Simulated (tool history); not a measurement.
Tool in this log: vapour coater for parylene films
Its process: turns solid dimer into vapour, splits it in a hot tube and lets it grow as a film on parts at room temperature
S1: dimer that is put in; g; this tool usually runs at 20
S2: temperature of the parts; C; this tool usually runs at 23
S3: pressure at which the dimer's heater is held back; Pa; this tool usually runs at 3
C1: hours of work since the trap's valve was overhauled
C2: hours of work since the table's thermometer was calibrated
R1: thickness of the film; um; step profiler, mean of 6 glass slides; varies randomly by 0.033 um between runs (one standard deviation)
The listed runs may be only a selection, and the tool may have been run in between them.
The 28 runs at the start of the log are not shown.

{"run": 29, "hour": 875.7, "S1": 18, "S2": 24, "S3": 3, "C1": 233, "C2": 69, "R1": 2.36}
{"run": 30, "hour": 902.9, "S1": 18, "S2": 28, "S3": 3.81, "C1": 254, "C2": 90, "R1": 1.91}
{"hour": 916.3, "done": "trap's valve overhauled"}
{"run": 31, "hour": 944.8, "S1": 9, "S2": 28, "S3": 3.81, "C1": 22, "C2": 119, "R1": 1.1}
{"hour": 963.3, "done": "table's thermometer calibrated, once more"}
{"run": 32, "hour": 966.6, "S1": 13, "S2": 15, "S3": 3, "C1": 38, "C2": 3, "R1": 3.01}
{"run": 33, "hour": 1000.4, "S1": 12, "S2": 25, "S3": 5.99, "C1": 63, "C2": 28, "R1": 1.66}
{"run": 34, "hour": 1043.2, "S1": 12, "S2": 25, "S3": 5.99, "C1": 96, "C2": 61, "R1": 1.61}
{"run": 35, "hour": 1082.2, "S1": 12, "S2": 25, "S3": 5.99, "C1": 126, "C2": 91, "R1": 1.6}
{"run": 36, "hour": 1120.1, "S1": 9, "S2": 32, "S3": 3.9, "C1": 155, "C2": 120, "R1": 0.82}
{"run": 37, "hour": 1150.1, "S1": 27, "S2": 17, "S3": 4.33, "C1": 177, "C2": 142, "R1": 5.19}
{"run": 38, "hour": 1186.8, "S1": 27, "S2": 17, "S3": 7.17, "C1": 205, "C2": 170, "R1": 5.01}
{"run": 39, "hour": 1225.4, "S1": 27, "S2": 17, "S3": 7.17, "C1": 235, "C2": 200, "R1": 5.01}
{"hour": 1265.6, "done": "trap's valve overhauled"}
{"run": 40, "hour": 1274.9, "S1": 20, "S2": 16, "S3": 9.27, "C1": 7, "C2": 234, "R1": 4.19}
{"run": 41, "hour": 1307.6, "S1": 8, "S2": 32, "S3": 2.45, "C1": 32, "C2": 259, "R1": 0.85}
{"run": 42, "hour": 1343.4, "S1": 8, "S2": 32, "S3": 2.45, "C1": 59, "C2": 287, "R1": 0.82}
{"run": 43, "hour": 1382.7, "S1": 17, "S2": 25, "S3": 2.08, "C1": 89, "C2": 317, "R1": 2.45}
{"run": 44, "hour": 1410.8, "S1": 9, "S2": 23, "S3": 2.4, "C1": 111, "C2": 338, "R1": 1.44}
{"run": 45, "hour": 1445.8, "S1": 22, "S2": 23, "S3": 2.4, "C1": 137, "C2": 365, "R1": 3.41}
{"run": 46, "hour": 1485.6, "S1": 32, "S2": 23, "S3": 10.03, "C1": 168, "C2": 395, "R1": 4.44}
{"run": 47, "hour": 1510.7, "S1": 11, "S2": 23, "S3": 2.54, "C1": 187, "C2": 414, "R1": 1.67}

Forecast each of these 4 alternatives for the next run:
{"run": "A", "hour": 1544.1, "S1": 17, "S2": 28, "S3": 5.78, "C1": 212, "C2": 440, "R1": "?"}
{"run": "B", "hour": 1544.1, "S1": 9, "S2": 23, "S3": 3, "C1": 212, "C2": 440, "R1": "?"}
{"run": "C", "hour": 1544.1, "S1": 20, "S2": 19, "S3": 3, "C1": 212, "C2": 440, "R1": "?"}
{"run": "D", "hour": 1544.1, "S1": 20, "S2": 23, "S3": 8.23, "C1": 212, "C2": 440, "R1": "?"}

run=A R1=1.88
run=B R1=1.32
run=C R1=3.53
run=D R1=2.73
What these runs would have given with no unlogged condition in the tool:
run=A R1=2.13
run=B R1=1.49
run=C R1=3.99
run=D R1=3.09
